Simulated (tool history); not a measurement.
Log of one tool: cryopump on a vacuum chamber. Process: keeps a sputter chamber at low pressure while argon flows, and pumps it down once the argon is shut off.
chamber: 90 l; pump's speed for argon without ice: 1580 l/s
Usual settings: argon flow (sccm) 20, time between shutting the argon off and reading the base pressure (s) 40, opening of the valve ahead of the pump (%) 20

run,hour,argon flow (sccm),time between shutting the argon off and reading the base pressure (s),opening of the valve ahead of the pump (%),pressure while argon flows (Pa),pressure after the wait (uPa)
1,0,20,40,20,0.1097,2.92
2,7.4,20,40,20,0.1096,2.99
3,14.1,23,40,20,0.1276,2.99
4,20.8,20,40,20,0.1105,2.97
5,29.1,20,40,20,0.1102,3.03
6,36.1,20,40,20,0.1098,3.03
7,42.8,20,40,20,0.1109,2.96
8,53.9,20,40,20,0.1113,3.09
9,66,20,40,20,0.1111,3.02
10,74.2,20,40,20,0.1107,3
11,83.9,20,173,20,0.1106,1.35
12,98.3,20,40,20,0.1104,3.11
13,108.7,20,40,20,0.1113,3.02
14,115.5,20,40,20,0.11,2.96
15,128.8,20,44,21,0.1064,2.92
16,142.2,20,65,20,0.1108,2.24
17,152.4,20,65,20,0.1099,2.31
18,166.9,9,57,16,0.0614,2.47
19,178.3,9,57,16,0.0624,2.38
20,192.9,16,139,35,0.0531,1.54
21,201.3,19,42,35,0.0621,3.01
# hour 207.6: leaking fittings of the chamber tightened, without venting
22,212.4,8,42,35,0.026,2.33
23,222.4,10,239,29,0.039,0.58
24,231.8,27,239,16,0.1859,0.64
25,240.3,27,239,16,0.1859,0.6
26,248.5,19,130,41,0.0541,0.98
27,255.1,19,130,20,0.1062,0.93

3 ways to go on from here, each from the tool as it stands after run 27. What would each give?
A,268.9,12,102,26,?,?
B,268.9,11,37,47,?,?
C,268.9,20,40,22,?,?

run,pressure while argon flows (Pa),pressure after the wait (uPa)
A,0.0519,1.13
B,0.0275,2.75
C,0.1028,2.39
Without the tool's hidden state the same runs would have given:
run,pressure while argon flows (Pa),pressure after the wait (uPa)
A,0.0491,1.04
B,0.0249,2.66
C,0.098,2.3

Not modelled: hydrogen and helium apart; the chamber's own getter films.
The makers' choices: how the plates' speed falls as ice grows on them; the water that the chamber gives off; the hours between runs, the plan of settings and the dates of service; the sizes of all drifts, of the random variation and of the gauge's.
